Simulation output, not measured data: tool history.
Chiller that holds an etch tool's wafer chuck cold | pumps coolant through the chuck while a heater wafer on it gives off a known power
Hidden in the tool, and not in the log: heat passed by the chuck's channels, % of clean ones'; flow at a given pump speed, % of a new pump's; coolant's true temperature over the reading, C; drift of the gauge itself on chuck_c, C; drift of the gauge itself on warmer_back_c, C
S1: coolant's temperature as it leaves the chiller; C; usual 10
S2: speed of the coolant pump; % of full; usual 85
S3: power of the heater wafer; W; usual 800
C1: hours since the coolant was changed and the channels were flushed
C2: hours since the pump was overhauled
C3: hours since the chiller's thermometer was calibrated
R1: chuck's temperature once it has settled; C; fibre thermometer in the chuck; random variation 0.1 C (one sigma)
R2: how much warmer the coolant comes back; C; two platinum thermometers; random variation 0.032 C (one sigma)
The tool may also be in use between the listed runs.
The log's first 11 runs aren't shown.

run 12 hour=723.8 | S1=10 S2=85 S3=800 | C1=2368 C2=3998 C3=311 | R1=18.1 R2=2.99
run 13 hour=772.6 | S1=10 S2=85 S3=800 | C1=2417 C2=4047 C3=359 | R1=18.1 R2=3.02
run 14 hour=840.2 | S1=10 S2=85 S3=687 | C1=2484 C2=4114 C3=427 | R1=17.1 R2=2.53
run 15 hour=877.6 | S1=10 S2=85 S3=687 | C1=2522 C2=4152 C3=464 | R1=17.2 R2=2.47
run 16 hour=947.1 | S1=10 S2=85 S3=687 | C1=2591 C2=4221 C3=534 | R1=17.1 R2=2.5
-- hour=1028.6 gauge calibrated
run 17 hour=1028.6 | S1=10 S2=81 S3=1021 | C1=2673 C2=4303 C3=615 | R1=20.8 R2=4.38
run 18 hour=1087.2 | S1=10 S2=81 S3=1021 | C1=2731 C2=4361 C3=674 | R1=20.7 R2=4.3
run 19 hour=1135.6 | S1=10 S2=99 S3=493 | C1=2780 C2=4410 C3=722 | R1=14.6 R2=1.64
run 20 hour=1201.2 | S1=10 S2=81 S3=551 | C1=2845 C2=4475 C3=788 | R1=15.8 R2=2.26
run 21 hour=1241.9 | S1=6 S2=72 S3=535 | C1=2886 C2=4516 C3=829 | R1=12.1 R2=2.48
run 22 hour=1322.7 | S1=10 S2=86 S3=795 | C1=2967 C2=4597 C3=910 | R1=18 R2=3.09
run 23 hour=1364.1 | S1=10 S2=86 S3=795 | C1=3008 C2=4638 C3=951 | R1=18.1 R2=3.07
run 24 hour=1413.1 | S1=12 S2=87 S3=795 | C1=3057 C2=4687 C3=1000 | R1=20 R2=3.01

Run 25 comes next. What will it give?
run 25 hour=1484.1 | S1=0 S2=72 S3=1086 | C1=3128 C2=4758 C3=1071 | R1=? R2=?

Run 25 gave R1 12.2 C, R2 5.07 C.
Without the tool's hidden state the same run would have given R1 12.2 C, R2 5.21 C.

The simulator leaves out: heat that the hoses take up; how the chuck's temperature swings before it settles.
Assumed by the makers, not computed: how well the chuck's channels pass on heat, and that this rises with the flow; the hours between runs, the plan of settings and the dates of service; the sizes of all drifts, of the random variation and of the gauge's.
